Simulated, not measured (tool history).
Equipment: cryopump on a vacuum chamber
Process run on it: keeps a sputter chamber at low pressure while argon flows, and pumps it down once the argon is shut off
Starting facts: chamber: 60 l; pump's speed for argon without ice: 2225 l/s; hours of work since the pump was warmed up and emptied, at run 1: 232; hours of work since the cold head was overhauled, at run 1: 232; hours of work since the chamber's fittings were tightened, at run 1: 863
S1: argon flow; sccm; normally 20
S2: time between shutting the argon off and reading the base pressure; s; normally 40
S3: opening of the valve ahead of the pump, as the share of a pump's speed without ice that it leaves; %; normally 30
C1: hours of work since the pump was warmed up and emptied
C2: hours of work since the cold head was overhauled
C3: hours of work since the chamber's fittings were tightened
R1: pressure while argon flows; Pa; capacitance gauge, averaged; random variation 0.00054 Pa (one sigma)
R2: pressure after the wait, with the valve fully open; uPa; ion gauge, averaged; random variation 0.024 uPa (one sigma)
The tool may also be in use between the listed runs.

{"run": 1, "day": 0.0, "S1": 20, "S2": 40, "S3": 30, "C1": 232, "C2": 232, "C3": 863, "R1": 0.0519, "R2": 2.06}
{"run": 2, "day": 0.554, "S1": 20, "S2": 40, "S3": 30, "C1": 242, "C2": 242, "C3": 873, "R1": 0.0523, "R2": 2.0}
{"run": 3, "day": 1.138, "S1": 20, "S2": 40, "S3": 30, "C1": 253, "C2": 253, "C3": 884, "R1": 0.0533, "R2": 2.16}
{"run": 4, "day": 2.017, "S1": 20, "S2": 40, "S3": 30, "C1": 269, "C2": 269, "C3": 901, "R1": 0.0529, "R2": 2.16}
{"run": 5, "day": 3.096, "S1": 20, "S2": 40, "S3": 17, "C1": 289, "C2": 289, "C3": 921, "R1": 0.0905, "R2": 2.23}
{"run": 6, "day": 4.112, "S1": 20, "S2": 40, "S3": 17, "C1": 308, "C2": 308, "C3": 940, "R1": 0.091, "R2": 2.23}
{"run": 7, "day": 5.058, "S1": 20, "S2": 49, "S3": 48, "C1": 326, "C2": 326, "C3": 957, "R1": 0.0336, "R2": 2.09}
{"run": 8, "day": 6.017, "S1": 22, "S2": 49, "S3": 48, "C1": 344, "C2": 344, "C3": 975, "R1": 0.0368, "R2": 2.16}
{"run": 9, "day": 6.754, "S1": 22, "S2": 49, "S3": 48, "C1": 357, "C2": 357, "C3": 989, "R1": 0.0369, "R2": 2.15}
{"run": 10, "day": 7.479, "S1": 22, "S2": 49, "S3": 48, "C1": 371, "C2": 371, "C3": 1002, "R1": 0.0373, "R2": 2.11}
{"run": 11, "day": 8.054, "S1": 22, "S2": 49, "S3": 48, "C1": 382, "C2": 382, "C3": 1013, "R1": 0.0367, "R2": 2.21}
{"run": 12, "day": 8.629, "S1": 22, "S2": 49, "S3": 48, "C1": 392, "C2": 392, "C3": 1024, "R1": 0.0364, "R2": 2.28}

Below are 3 alternative next runs, each starting from the tool's condition after run 12. Predict each:
{"run": "A", "day": 9.221, "S1": 22, "S2": 49, "S3": 16, "C1": 403, "C2": 403, "C3": 1035, "R1": "?", "R2": "?"}
{"run": "B", "day": 9.221, "S1": 21, "S2": 40, "S3": 30, "C1": 403, "C2": 403, "C3": 1035, "R1": "?", "R2": "?"}
{"run": "C", "day": 9.221, "S1": 34, "S2": 40, "S3": 27, "C1": 403, "C2": 403, "C3": 1035, "R1": "?", "R2": "?"}

run=A R1=0.1074 R2=2.18
run=B R1=0.0561 R2=2.39
run=C R1=0.1001 R2=2.39
Without the tool's hidden state the same runs would have given:
run=A R1=0.1047 R2=0.71
run=B R1=0.0535 R2=0.90
run=C R1=0.0959 R2=0.89
